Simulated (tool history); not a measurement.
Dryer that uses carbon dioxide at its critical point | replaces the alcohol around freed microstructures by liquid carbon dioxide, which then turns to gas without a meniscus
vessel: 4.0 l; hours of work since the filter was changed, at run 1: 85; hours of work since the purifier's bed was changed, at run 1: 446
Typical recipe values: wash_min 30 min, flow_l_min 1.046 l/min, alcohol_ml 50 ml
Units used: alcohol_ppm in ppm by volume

run    hour  wash_min  flow_l_min  alcohol_ml  hours of work since the filter was changed  hours of work since the purifier's bed was changed  alcohol_ppm
  1       0        30       1.046          50                                          85                                                 446           95
  2    34.1        30       1.046          50                                         107                                                 468          100
  3    70.8        30       1.046          50                                         130                                                 491          104
  4   105.2        21       1.046          50                                         152                                                 513          278
  5   132.9        30       1.046          50                                         170                                                 531          107
  6     163        30       1.046          50                                         189                                                 551          118
      165.9  -- inlet filter changed
  7   190.4        30       1.046          50                                          16                                                 567           96
  8   229.7        30       1.046          50                                          41                                                 593          107
  9   257.4        37       1.046          50                                          59                                                 610           90
 10   293.5        37       1.046          50                                          82                                                 634           85
      314.5  -- purifier's bed changed
 11   321.8        25       1.046          50                                          98                                                   5           86
 12   354.6        30       1.046          39                                         119                                                  26           26
 13     372        30       1.046          58                                         130                                                  37           40
 14   405.2        30       1.046          58                                         152                                                  58           54
 15   424.3        30       1.046          50                                         164                                                  70           48
 16   462.6        30       1.046          91                                         188                                                  95           90
      468.7  -- inlet filter changed
 17   483.3        30       1.046          91                                           9                                                 108           55
 18   518.7        30        1.33          50                                          32                                                 130           24
 19   546.7        30        1.33          33                                          50                                                 148           24
 20   576.5        30        1.33          33                                          69                                                 167           35
 21   614.3        30       1.046          66                                          93                                                 192           57
 22     636        30       1.046          66                                         107                                                 206           68
 23   659.1        30        1.36          50                                         122                                                 221           28
 24   698.7        35        1.61          39                                         148                                                 246           42
 25   733.4        32        0.67          29                                         170                                                 268          167
 26   761.3        32        0.67          29                                         188                                                 286          170
      766.5  -- inlet filter changed
 27   786.1        32        1.33          44                                          13                                                 301           46
 28   809.1        32        1.33          44                                          27                                                 316           51
 29   835.7        30       1.046          69                                          44                                                 333           74
 30     874        30         1.1          55                                          69                                                 358           72
 31   912.8        30         1.1          55                                          94                                                 383           82
 32   934.8        25         1.1          22                                         108                                                 397           85
 33   959.6        30       1.046          26                                         124                                                 413           68
 34   996.9        30       1.046          26                                         148                                                 437           73
 35  1034.8        30        0.71          41                                         172                                                 461          247
 36    1055        37        1.15          41                                         185                                                 474           63
     1064.3  -- inlet filter changed
 37  1093.5        21        1.15          89                                          19                                                 498          236
 38  1128.4        44        0.94          26                                          41                                                 520           68
 39  1145.4        42        1.23          50                                          52                                                 531           74
 40  1185.1        20       1.046         111                                          78                                                 557          530
 41  1222.9        20        0.65          50                                         102                                                 581         1067
 42  1242.7        20        0.65          50                                         114                                                 594         1080
 43  1267.4        20        0.65          60                                         130                                                 610         1270
 44  1289.9        20        0.65          60                                         145                                                 624         1332
 45  1322.2        20        1.11          60                                         165                                                 645          324
     1328.5  -- purifier's bed changed
 46  1351.9        44       1.046          66                                         183                                                  15            7

Branching from run 46: 4 alternative next runs. What would each branch give?
     1367.5  -- inlet filter changed
  A  1388.3        20       1.046          32                                          13                                                  38            ?
     1367.5  -- inlet filter changed
  B  1388.3        30       1.046          29                                          13                                                  38            ?
     1367.5  -- inlet filter changed
  C  1388.3        30        1.49         101                                          13                                                  38            ?
     1367.5  -- inlet filter changed
  D  1388.3        47        0.98          38                                          13                                                  38            ?

run  alcohol_ppm
  A          138
  B           28
  C           18
  D           11
With the hidden condition removed and each run's random variation left untouched, the same runs would have given:
run  alcohol_ppm
  A          127
  B           21
  C           12
  D            5
